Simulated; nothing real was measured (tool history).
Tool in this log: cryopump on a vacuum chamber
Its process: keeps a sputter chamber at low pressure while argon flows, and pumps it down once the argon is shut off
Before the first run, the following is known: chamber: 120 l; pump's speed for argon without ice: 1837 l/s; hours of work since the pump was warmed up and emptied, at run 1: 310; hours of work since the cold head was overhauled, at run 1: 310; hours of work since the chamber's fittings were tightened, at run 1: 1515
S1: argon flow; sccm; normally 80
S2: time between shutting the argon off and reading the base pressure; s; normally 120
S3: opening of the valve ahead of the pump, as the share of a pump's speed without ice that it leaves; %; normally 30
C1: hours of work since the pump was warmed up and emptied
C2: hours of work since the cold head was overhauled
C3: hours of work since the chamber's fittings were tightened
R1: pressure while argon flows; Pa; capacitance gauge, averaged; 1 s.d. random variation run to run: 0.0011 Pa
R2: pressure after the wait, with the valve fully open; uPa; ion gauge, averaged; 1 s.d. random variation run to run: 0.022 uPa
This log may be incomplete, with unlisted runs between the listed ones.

run     day   S1   S2  S3   C1   C2    C3      R1    R2
  1       0   80  120  30  310  310  1515  0.2528  0.92
  2   1.275   80  120  30  334  334  1538  0.2535  0.84
  3   2.375   80  120  30  354  354  1558  0.2556   0.9
  4   4.121   80  120  16  386  386  1590  0.4667  0.89
  5   5.467  144  120  16  410  410  1615  0.8402  0.94
  6   6.879  144  120  16  436  436  1641  0.8455  0.91
  7   8.367  144  120  16  463  463  1668  0.8462  0.95
  8  10.688   80  120  23  505  505  1710  0.3313  0.92
  9  11.858   80  120  23  527  527  1732  0.3315  0.95
 10  13.838   80  120  23  563  563  1768  0.3335  0.98
 11  15.188   80  120  23  588  588  1792  0.3342  0.98

The next listed run, before its measurement:
 12  17.192  80  29  15  624  624  1829   ?   ?

Run 12 came out at R1 0.5047 Pa, R2 2.2 uPa.
On a tool with no hidden condition, and with the same random variation, this run would have come out at R1 0.491 Pa, R2 1.76 uPa.

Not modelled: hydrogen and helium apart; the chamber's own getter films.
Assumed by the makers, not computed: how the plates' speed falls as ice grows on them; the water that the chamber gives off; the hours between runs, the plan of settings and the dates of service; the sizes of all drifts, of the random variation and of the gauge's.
